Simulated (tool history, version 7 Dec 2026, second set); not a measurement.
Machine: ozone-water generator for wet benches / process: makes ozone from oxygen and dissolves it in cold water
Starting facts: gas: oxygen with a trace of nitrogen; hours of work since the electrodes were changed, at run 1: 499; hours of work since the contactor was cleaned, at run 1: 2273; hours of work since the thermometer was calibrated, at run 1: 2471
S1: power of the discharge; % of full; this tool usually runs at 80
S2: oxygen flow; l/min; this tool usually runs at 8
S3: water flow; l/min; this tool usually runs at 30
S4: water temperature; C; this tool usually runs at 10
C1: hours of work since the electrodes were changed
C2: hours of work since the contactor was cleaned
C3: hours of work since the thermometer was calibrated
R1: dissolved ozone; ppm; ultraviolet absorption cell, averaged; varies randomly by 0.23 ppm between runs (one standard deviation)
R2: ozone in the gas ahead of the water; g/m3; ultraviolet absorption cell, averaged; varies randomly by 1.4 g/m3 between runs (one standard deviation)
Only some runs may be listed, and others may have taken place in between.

{"run": 1, "hour": 0.0, "S1": 80, "S2": 8, "S3": 30, "S4": 10, "C1": 499, "C2": 2273, "C3": 2471, "R1": 30.5, "R2": 242.9}
{"run": 2, "hour": 182.3, "S1": 80, "S2": 8, "S3": 30, "S4": 10, "C1": 628, "C2": 2402, "C3": 2599, "R1": 30.2, "R2": 242.9}
{"run": 3, "hour": 301.5, "S1": 80, "S2": 8, "S3": 30, "S4": 10, "C1": 712, "C2": 2486, "C3": 2683, "R1": 30, "R2": 239.5}
{"run": 4, "hour": 486.8, "S1": 80, "S2": 8, "S3": 30, "S4": 10, "C1": 842, "C2": 2616, "C3": 2813, "R1": 29.4, "R2": 239.4}
{"run": 5, "hour": 587.9, "S1": 80, "S2": 8, "S3": 30, "S4": 10, "C1": 913, "C2": 2687, "C3": 2885, "R1": 29.5, "R2": 236.2}
{"run": 6, "hour": 741.8, "S1": 80, "S2": 8, "S3": 30, "S4": 10, "C1": 1022, "C2": 2796, "C3": 2993, "R1": 28.9, "R2": 236.1}
{"run": 7, "hour": 920.7, "S1": 80, "S2": 8, "S3": 30, "S4": 5, "C1": 1148, "C2": 2922, "C3": 3119, "R1": 30.8, "R2": 236.2}
{"run": 8, "hour": 1097.5, "S1": 80, "S2": 8, "S3": 30, "S4": 5, "C1": 1272, "C2": 3046, "C3": 3244, "R1": 30.2, "R2": 230.9}
{"hour": 1159.5, "done": "water thermometer calibrated"}
{"run": 9, "hour": 1174.5, "S1": 80, "S2": 8, "S3": 30, "S4": 14, "C1": 1326, "C2": 3100, "C3": 11, "R1": 27, "R2": 228.7}
{"run": 10, "hour": 1259.1, "S1": 80, "S2": 8, "S3": 30, "S4": 14, "C1": 1386, "C2": 3160, "C3": 70, "R1": 26.6, "R2": 226.4}
{"run": 11, "hour": 1422.5, "S1": 70, "S2": 8, "S3": 30, "S4": 16, "C1": 1501, "C2": 3275, "C3": 185, "R1": 23.5, "R2": 209.4}
{"run": 12, "hour": 1506.3, "S1": 70, "S2": 10.52, "S3": 30, "S4": 9, "C1": 1560, "C2": 3334, "C3": 244, "R1": 25.3, "R2": 171.8}
{"run": 13, "hour": 1629.5, "S1": 80, "S2": 8, "S3": 36, "S4": 10, "C1": 1647, "C2": 3421, "C3": 331, "R1": 23.8, "R2": 227.1}
{"hour": 1729.1, "done": "contactor cleaned"}
{"run": 14, "hour": 1763.2, "S1": 89, "S2": 8, "S3": 30, "S4": 10, "C1": 1738, "C2": 24, "C3": 422, "R1": 32, "R2": 238.3}
{"run": 15, "hour": 1925.7, "S1": 75, "S2": 11.23, "S3": 28, "S4": 8, "C1": 1852, "C2": 139, "C3": 537, "R1": 29.3, "R2": 168.8}
{"run": 16, "hour": 2040.2, "S1": 83, "S2": 8, "S3": 46, "S4": 11, "C1": 1933, "C2": 219, "C3": 618, "R1": 21.2, "R2": 226}
{"run": 17, "hour": 2165.1, "S1": 80, "S2": 8, "S3": 29, "S4": 10, "C1": 2021, "C2": 307, "C3": 706, "R1": 29.8, "R2": 219.9}

Selected run-to-run steps in R1, each split into two signed amounts: the part the tool would show with no hidden state at all (from settings, incoming material and random variation), and the remainder, which goes to the hidden state together with any gauge scatter not common to the measured and the hidden-state-free results:
The tool's hidden condition here consists of: yield of the discharge, % of new electrodes'; contactor's efficiency, % of a clean one's; true water temperature over the reading, C; drift of the gauge itself on ozone_ppm, %; drift of the gauge itself on gas_g_m3, %.
Run 16 -> 17: S1 83 -> 80, S3 46 -> 29, S4 11 -> 10. R1 +8.6 ppm: hidden state -1.5, all else +10.1.
